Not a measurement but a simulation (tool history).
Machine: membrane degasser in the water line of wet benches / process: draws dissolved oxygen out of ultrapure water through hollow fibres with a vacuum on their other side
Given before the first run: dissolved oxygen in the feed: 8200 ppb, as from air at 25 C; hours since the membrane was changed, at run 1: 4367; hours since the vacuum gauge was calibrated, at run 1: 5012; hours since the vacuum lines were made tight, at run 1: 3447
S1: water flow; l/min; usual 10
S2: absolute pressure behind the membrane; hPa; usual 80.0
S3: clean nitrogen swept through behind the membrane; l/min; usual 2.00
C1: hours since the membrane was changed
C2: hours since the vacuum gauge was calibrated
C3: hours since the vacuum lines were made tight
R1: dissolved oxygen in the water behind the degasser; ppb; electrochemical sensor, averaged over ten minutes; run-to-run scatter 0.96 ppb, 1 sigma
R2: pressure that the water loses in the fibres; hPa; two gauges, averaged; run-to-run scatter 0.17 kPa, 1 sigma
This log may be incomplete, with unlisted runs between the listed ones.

Run 1, hour 0.0: usual settings; C1 4367; C2 5012; C3 3447. Result: R1 100.8 ppb, R2 304.5 hPa.
Run 2, hour 131.9: usual settings but S3 1.16 l/min; C1 4499; C2 5144; C3 3579. Result: R1 142.0 ppb, R2 301.3 hPa.
Run 3, hour 207.3: usual settings but S3 1.16 l/min; C1 4575; C2 5219; C3 3654. Result: R1 141.1 ppb, R2 301.2 hPa.
Run 4, hour 326.3: usual settings but S3 3.95 l/min; C1 4694; C2 5338; C3 3773. Result: R1 71.4 ppb, R2 300.5 hPa.
Run 5, hour 460.4: usual settings but S3 3.95 l/min; C1 4828; C2 5472; C3 3907. Result: R1 72.1 ppb, R2 301.9 hPa.
Run 6, hour 595.7: usual settings but S3 3.95 l/min; C1 4963; C2 5607; C3 4043. Result: R1 71.8 ppb, R2 304.7 hPa.
Run 7, hour 668.3: usual settings but S3 3.95 l/min; C1 5036; C2 5680; C3 4115. Result: R1 71.4 ppb, R2 303.9 hPa.
Run 8, hour 745.6: usual settings; C1 5113; C2 5757; C3 4193. Result: R1 103.2 ppb, R2 304.2 hPa.
Run 9, hour 855.9: usual settings; C1 5223; C2 5868; C3 4303. Result: R1 100.8 ppb, R2 303.3 hPa.
Run 10, hour 1002.0: usual settings; C1 5369; C2 6014; C3 4449. Result: R1 102.2 ppb, R2 302.6 hPa.
Run 11, hour 1147.4: usual settings but S2 63.1 hPa; C1 5515; C2 6159; C3 4595. Result: R1 82.5 ppb, R2 307.7 hPa.
Run 12, hour 1315.7: usual settings but S2 63.1 hPa; C1 5683; C2 6327; C3 4763. Result: R1 81.4 ppb, R2 302.5 hPa.
Run 13, hour 1427.5: usual settings; C1 5795; C2 6439; C3 4875. Result: R1 100.8 ppb, R2 304.1 hPa.
Run 14, hour 1521.4: usual settings but S1 7 l/min; C1 5889; C2 6533; C3 4968. Result: R1 66.4 ppb, R2 212.5 hPa.
Run 15, hour 1670.1: usual settings but S1 7 l/min; C1 6037; C2 6682; C3 5117. Result: R1 67.9 ppb, R2 214.7 hPa.
Run 16, hour 1810.6: usual settings but S1 7 l/min; C1 6178; C2 6822; C3 5258. Result: R1 69.5 ppb, R2 215.6 hPa.
Run 17, hour 1888.4: usual settings but S1 7 l/min; C1 6256; C2 6900; C3 5336. Result: R1 69.7 ppb, R2 213.4 hPa.
Run 18, hour 2056.9: usual settings but S1 8 l/min; C1 6424; C2 7069; C3 5504. Result: R1 79.4 ppb, R2 243.3 hPa.
Run 19, hour 2176.8: usual settings but S2 124.6 hPa, S3 4.08 l/min; C1 6544; C2 7189; C3 5624. Result: R1 101.0 ppb, R2 310.2 hPa.
Run 20, hour 2284.0: usual settings but S2 124.6 hPa, S3 4.08 l/min; C1 6651; C2 7296; C3 5731. Result: R1 102.3 ppb, R2 306.8 hPa.
Run 21, hour 2389.4: usual settings but S1 8 l/min, S2 57.0 hPa, S3 1.24 l/min; C1 6757; C2 7401; C3 5837. Result: R1 72.9 ppb, R2 245.0 hPa.
Run 22, hour 2489.8: usual settings but S1 8 l/min, S2 57.0 hPa, S3 1.24 l/min; C1 6857; C2 7502; C3 5937. Result: R1 73.1 ppb, R2 247.6 hPa.
Run 23, hour 2570.1: usual settings but S1 8 l/min, S2 57.0 hPa, S3 1.24 l/min; C1 6937; C2 7582; C3 6017. Result: R1 72.5 ppb, R2 245.5 hPa.

Predict the results of run 24:
Run 24, hour 2674.9: usual settings but S2 132.7 hPa, S3 2.53 l/min; C1 7042; C2 7687; C3 6122. Result: R1 ?, R2 ?.

{"run 24": {"R1": 146.6, "R2": 308.9}}
On a tool with no hidden condition, and with the same random variation, this run would have come out at R1 129.9 ppb, R2 294.8 hPa.
